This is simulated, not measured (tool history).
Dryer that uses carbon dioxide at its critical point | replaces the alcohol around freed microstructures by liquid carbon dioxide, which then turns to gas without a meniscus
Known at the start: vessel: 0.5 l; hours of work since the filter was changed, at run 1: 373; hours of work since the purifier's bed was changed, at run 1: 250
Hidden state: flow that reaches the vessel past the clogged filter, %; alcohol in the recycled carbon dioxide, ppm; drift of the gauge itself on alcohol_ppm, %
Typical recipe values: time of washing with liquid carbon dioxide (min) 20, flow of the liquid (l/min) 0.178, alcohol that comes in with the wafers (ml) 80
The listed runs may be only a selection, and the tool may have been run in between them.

| run | hour | time of washing with liquid carbon dioxide (min) | flow of the liquid (l/min) | alcohol that comes in with the wafers (ml) | hours of work since the filter was changed | hours of work since the purifier's bed was changed | alcohol left in the vessel before it's heated (ppm by volume) |
|---|---|---|---|---|---|---|---|
| 1 | 0 | 20 | 0.178 | 80 | 373 | 250 | 488 |
| 2 | 8.7 | 20 | 0.178 | 80 | 378 | 255 | 493 |
| 3 | 21 | 20 | 0.178 | 107 | 384 | 261 | 635 |
| 4 | 29.6 | 20 | 0.178 | 107 | 388 | 265 | 655 |
| 5 | 38.4 | 20 | 0.178 | 107 | 392 | 270 | 672 |
| 6 | 44.8 | 24 | 0.178 | 80 | 396 | 273 | 200 |
| 7 | 52.6 | 24 | 0.178 | 80 | 399 | 277 | 203 |
| 8 | 62.9 | 20 | 0.178 | 80 | 405 | 282 | 523 |
| 9 | 71.6 | 20 | 0.178 | 80 | 409 | 286 | 538 |
| 10 | 79.5 | 20 | 0.178 | 80 | 413 | 290 | 552 |
| 11 | 88.8 | 20 | 0.178 | 80 | 418 | 295 | 540 |
| 12 | 96.5 | 20 | 0.178 | 80 | 421 | 299 | 561 |
| 13 | 108.7 | 20 | 0.178 | 80 | 428 | 305 | 561 |
| 14 | 116.2 | 20 | 0.178 | 80 | 431 | 309 | 567 |
| 15 | 126.3 | 20 | 0.178 | 80 | 436 | 314 | 565 |
| 16 | 132.8 | 20 | 0.178 | 80 | 440 | 317 | 569 |
| 17 | 144.8 | 24 | 0.178 | 80 | 446 | 323 | 229 |
| 18 | 154.9 | 16 | 0.213 | 84 | 451 | 328 | 763 |
| 19 | 162.9 | 16 | 0.213 | 84 | 455 | 332 | 763 |
| 20 | 175.3 | 25 | 0.162 | 28 | 461 | 338 | 164 |
| 21 | 185.1 | 25 | 0.162 | 28 | 466 | 343 | 163 |

The next listed run, before its measurement:
|  | 196 | inlet filter changed |
| 22 | 196 | 12 | 0.178 | 80 | 0 | 348 | ? |

Logged for run 22: alcohol left in the vessel before it's heated (ppm by volume) 2699.
With the hidden condition absent and the run-to-run variation left alone, this run would have shown alcohol left in the vessel before it's heated (ppm by volume) 2578.
